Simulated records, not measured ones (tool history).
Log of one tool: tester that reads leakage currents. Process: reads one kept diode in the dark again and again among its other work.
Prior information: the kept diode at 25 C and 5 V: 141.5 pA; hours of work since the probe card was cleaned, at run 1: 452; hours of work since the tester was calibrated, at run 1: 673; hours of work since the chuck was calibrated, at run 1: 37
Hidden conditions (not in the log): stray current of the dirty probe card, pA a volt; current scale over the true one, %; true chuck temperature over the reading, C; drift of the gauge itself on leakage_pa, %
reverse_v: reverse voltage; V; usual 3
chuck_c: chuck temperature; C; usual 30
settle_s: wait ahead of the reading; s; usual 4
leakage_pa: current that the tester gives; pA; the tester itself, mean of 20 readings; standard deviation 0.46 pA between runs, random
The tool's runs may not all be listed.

run,hour,reverse_v,chuck_c,settle_s,hours of work since the probe card was cleaned,hours of work since the tester was calibrated,hours of work since the chuck was calibrated,leakage_pa
1,0,3,30,4,452,673,37,153.2
2,124.3,3,30,4,514,734,99,156.77
3,238.1,3,44,4,570,791,156,408.61
4,393.9,3,44,4,648,868,233,414.8
5,531,3,44,4,716,936,301,422.02
6,669.6,3,44,4,784,1005,370,425.99
7,917.9,3,44,4,908,1128,493,434.27
8,1095.3,3,44,4,996,1216,581,443.6
9,1278.3,3,44,4,1086,1307,672,454.42
10,1414.1,3,44,4,1154,1374,739,457.95
# hour 1456.7: chuck's temperature calibrated
11,1556.9,3,44,4,1224,1444,50,402.43
12,1777.9,3,22,4,1333,1554,159,90.56
13,1924,3,22,4,1406,1626,232,93.06
14,2056,3,46,4,1471,1692,297,480.45
15,2268.5,12.72,22,9.63,1577,1797,403,220.96
16,2460.6,11.67,33,3.25,1672,1892,498,460.76
17,2686.9,1.3,51,1.56,1784,2005,610,441.57
18,2922.6,5.11,21,5.52,1901,2122,727,132.84
# hour 2986.7: chuck's temperature calibrated
19,3079.9,5.11,21,5.52,1978,2199,46,115.93
# hour 3100.2: tester calibrated
20,3195,5.11,21,5.52,2034,47,102,118.39

Expected results for the next run?
21,3443.2,5.11,21,5.52,2157,170,225,?

{"run 21": {"leakage_pa": 122.23}}
Minus the tool's unlogged condition, the same run would have read leakage_pa 107.17 pA.
